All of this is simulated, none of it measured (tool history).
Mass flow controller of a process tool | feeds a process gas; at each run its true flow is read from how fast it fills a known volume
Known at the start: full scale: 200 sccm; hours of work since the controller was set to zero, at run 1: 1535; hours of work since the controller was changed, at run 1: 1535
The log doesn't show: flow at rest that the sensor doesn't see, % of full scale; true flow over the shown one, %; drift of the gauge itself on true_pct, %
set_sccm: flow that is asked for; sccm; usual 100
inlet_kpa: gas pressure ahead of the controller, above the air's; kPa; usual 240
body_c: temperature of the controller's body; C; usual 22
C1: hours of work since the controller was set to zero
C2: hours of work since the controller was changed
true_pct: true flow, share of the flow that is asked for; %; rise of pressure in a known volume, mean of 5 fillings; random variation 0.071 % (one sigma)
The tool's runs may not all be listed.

{"run": 1, "hour": 0.0, "set_sccm": 100, "inlet_kpa": 240, "body_c": 22, "C1": 1535, "C2": 1535, "true_pct": 99.74}
{"run": 2, "hour": 102.4, "set_sccm": 100, "inlet_kpa": 240, "body_c": 22, "C1": 1577, "C2": 1577, "true_pct": 99.63}
{"run": 3, "hour": 257.6, "set_sccm": 100, "inlet_kpa": 240, "body_c": 22, "C1": 1642, "C2": 1642, "true_pct": 99.69}
{"run": 4, "hour": 357.7, "set_sccm": 100, "inlet_kpa": 240, "body_c": 22, "C1": 1684, "C2": 1684, "true_pct": 99.56}
{"run": 5, "hour": 459.5, "set_sccm": 100, "inlet_kpa": 240, "body_c": 22, "C1": 1727, "C2": 1727, "true_pct": 99.58}
{"run": 6, "hour": 599.9, "set_sccm": 100, "inlet_kpa": 240, "body_c": 22, "C1": 1785, "C2": 1785, "true_pct": 99.45}
{"run": 7, "hour": 731.7, "set_sccm": 100, "inlet_kpa": 240, "body_c": 22, "C1": 1841, "C2": 1841, "true_pct": 99.41}
{"run": 8, "hour": 874.3, "set_sccm": 38, "inlet_kpa": 240, "body_c": 22, "C1": 1900, "C2": 1900, "true_pct": 99.12}
{"run": 9, "hour": 983.2, "set_sccm": 38, "inlet_kpa": 240, "body_c": 31, "C1": 1946, "C2": 1946, "true_pct": 97.94}
{"run": 10, "hour": 1122.9, "set_sccm": 100, "inlet_kpa": 153, "body_c": 22, "C1": 2004, "C2": 2004, "true_pct": 99.83}
{"run": 11, "hour": 1213.1, "set_sccm": 50, "inlet_kpa": 240, "body_c": 22, "C1": 2042, "C2": 2042, "true_pct": 98.8}
{"run": 12, "hour": 1389.2, "set_sccm": 100, "inlet_kpa": 240, "body_c": 30, "C1": 2115, "C2": 2115, "true_pct": 98.24}
{"run": 13, "hour": 1481.3, "set_sccm": 100, "inlet_kpa": 240, "body_c": 22, "C1": 2154, "C2": 2154, "true_pct": 98.99}
{"run": 14, "hour": 1665.2, "set_sccm": 100, "inlet_kpa": 240, "body_c": 22, "C1": 2231, "C2": 2231, "true_pct": 98.78}
{"run": 15, "hour": 1834.2, "set_sccm": 100, "inlet_kpa": 240, "body_c": 22, "C1": 2301, "C2": 2301, "true_pct": 98.68}
{"run": 16, "hour": 2015.4, "set_sccm": 195, "inlet_kpa": 240, "body_c": 22, "C1": 2377, "C2": 2377, "true_pct": 98.95}
{"run": 17, "hour": 2199.1, "set_sccm": 106, "inlet_kpa": 240, "body_c": 22, "C1": 2454, "C2": 2454, "true_pct": 98.58}
{"run": 18, "hour": 2280.4, "set_sccm": 106, "inlet_kpa": 240, "body_c": 22, "C1": 2488, "C2": 2488, "true_pct": 98.53}
{"run": 19, "hour": 2395.4, "set_sccm": 106, "inlet_kpa": 240, "body_c": 22, "C1": 2536, "C2": 2536, "true_pct": 98.3}
{"run": 20, "hour": 2577.6, "set_sccm": 106, "inlet_kpa": 240, "body_c": 22, "C1": 2612, "C2": 2612, "true_pct": 98.32}
{"run": 21, "hour": 2709.7, "set_sccm": 35, "inlet_kpa": 240, "body_c": 22, "C1": 2668, "C2": 2668, "true_pct": 97.95}
{"run": 22, "hour": 2827.7, "set_sccm": 100, "inlet_kpa": 240, "body_c": 22, "C1": 2717, "C2": 2717, "true_pct": 98.19}
{"run": 23, "hour": 2913.3, "set_sccm": 100, "inlet_kpa": 240, "body_c": 22, "C1": 2753, "C2": 2753, "true_pct": 98.1}
{"run": 24, "hour": 3098.5, "set_sccm": 100, "inlet_kpa": 240, "body_c": 22, "C1": 2830, "C2": 2830, "true_pct": 98.04}
{"run": 25, "hour": 3281.4, "set_sccm": 20, "inlet_kpa": 240, "body_c": 32, "C1": 2907, "C2": 2907, "true_pct": 96.53}
{"run": 26, "hour": 3434.1, "set_sccm": 20, "inlet_kpa": 240, "body_c": 32, "C1": 2970, "C2": 2970, "true_pct": 96.55}
{"run": 27, "hour": 3615.9, "set_sccm": 75, "inlet_kpa": 173, "body_c": 38, "C1": 3046, "C2": 3046, "true_pct": 96.19}
{"run": 28, "hour": 3781.3, "set_sccm": 31, "inlet_kpa": 240, "body_c": 22, "C1": 3116, "C2": 3116, "true_pct": 97.34}
{"run": 29, "hour": 3885.1, "set_sccm": 98, "inlet_kpa": 240, "body_c": 27, "C1": 3159, "C2": 3159, "true_pct": 96.93}
{"run": 30, "hour": 4067.9, "set_sccm": 100, "inlet_kpa": 191, "body_c": 22, "C1": 3235, "C2": 3235, "true_pct": 97.73}
{"run": 31, "hour": 4162.6, "set_sccm": 100, "inlet_kpa": 274, "body_c": 32, "C1": 3275, "C2": 3275, "true_pct": 96.04}
{"run": 32, "hour": 4265.6, "set_sccm": 100, "inlet_kpa": 246, "body_c": 25, "C1": 3318, "C2": 3318, "true_pct": 96.87}
{"run": 33, "hour": 4341.9, "set_sccm": 100, "inlet_kpa": 246, "body_c": 25, "C1": 3350, "C2": 3350, "true_pct": 96.85}
{"run": 34, "hour": 4501.5, "set_sccm": 100, "inlet_kpa": 246, "body_c": 25, "C1": 3417, "C2": 3417, "true_pct": 96.84}
{"run": 35, "hour": 4624.7, "set_sccm": 79, "inlet_kpa": 167, "body_c": 25, "C1": 3468, "C2": 3468, "true_pct": 97.16}
{"run": 36, "hour": 4758.8, "set_sccm": 76, "inlet_kpa": 240, "body_c": 22, "C1": 3524, "C2": 3524, "true_pct": 97.01}
{"run": 37, "hour": 4866.7, "set_sccm": 100, "inlet_kpa": 156, "body_c": 24, "C1": 3569, "C2": 3569, "true_pct": 97.31}
{"hour": 4997.9, "done": "gauge calibrated"}
{"run": 38, "hour": 5031.3, "set_sccm": 125, "inlet_kpa": 156, "body_c": 26, "C1": 3638, "C2": 3638, "true_pct": 99.94}
{"run": 39, "hour": 5142.4, "set_sccm": 125, "inlet_kpa": 156, "body_c": 26, "C1": 3685, "C2": 3685, "true_pct": 99.97}
{"run": 40, "hour": 5243.0, "set_sccm": 125, "inlet_kpa": 156, "body_c": 26, "C1": 3727, "C2": 3727, "true_pct": 99.72}
{"run": 41, "hour": 5383.8, "set_sccm": 20, "inlet_kpa": 240, "body_c": 28, "C1": 3785, "C2": 3785, "true_pct": 98.56}
{"run": 42, "hour": 5553.4, "set_sccm": 20, "inlet_kpa": 240, "body_c": 28, "C1": 3856, "C2": 3856, "true_pct": 98.54}
{"run": 43, "hour": 5651.6, "set_sccm": 180, "inlet_kpa": 153, "body_c": 28, "C1": 3897, "C2": 3897, "true_pct": 99.68}
{"run": 44, "hour": 5826.2, "set_sccm": 34, "inlet_kpa": 174, "body_c": 22, "C1": 3970, "C2": 3970, "true_pct": 99.38}
{"run": 45, "hour": 5968.0, "set_sccm": 58, "inlet_kpa": 240, "body_c": 28, "C1": 4030, "C2": 4030, "true_pct": 98.53}
{"run": 46, "hour": 6056.8, "set_sccm": 58, "inlet_kpa": 240, "body_c": 28, "C1": 4067, "C2": 4067, "true_pct": 98.36}
{"run": 47, "hour": 6243.6, "set_sccm": 58, "inlet_kpa": 274, "body_c": 36, "C1": 4145, "C2": 4145, "true_pct": 97.31}

3 ways to go on from here, each from the tool as it stands after run 47. What would each give?
{"run": "A", "hour": 6416.7, "set_sccm": 100, "inlet_kpa": 186, "body_c": 24, "C1": 4217, "C2": 4217, "true_pct": "?"}
{"run": "B", "hour": 6416.7, "set_sccm": 58, "inlet_kpa": 274, "body_c": 21, "C1": 4217, "C2": 4217, "true_pct": "?"}
{"run": "C", "hour": 6416.7, "set_sccm": 140, "inlet_kpa": 148, "body_c": 37, "C1": 4217, "C2": 4217, "true_pct": "?"}

run=A true_pct=99.22
run=B true_pct=98.70
run=C true_pct=97.94
Without the tool's hidden state the same runs would have given:
run=A true_pct=100.06
run=B true_pct=99.54
run=C true_pct=98.76

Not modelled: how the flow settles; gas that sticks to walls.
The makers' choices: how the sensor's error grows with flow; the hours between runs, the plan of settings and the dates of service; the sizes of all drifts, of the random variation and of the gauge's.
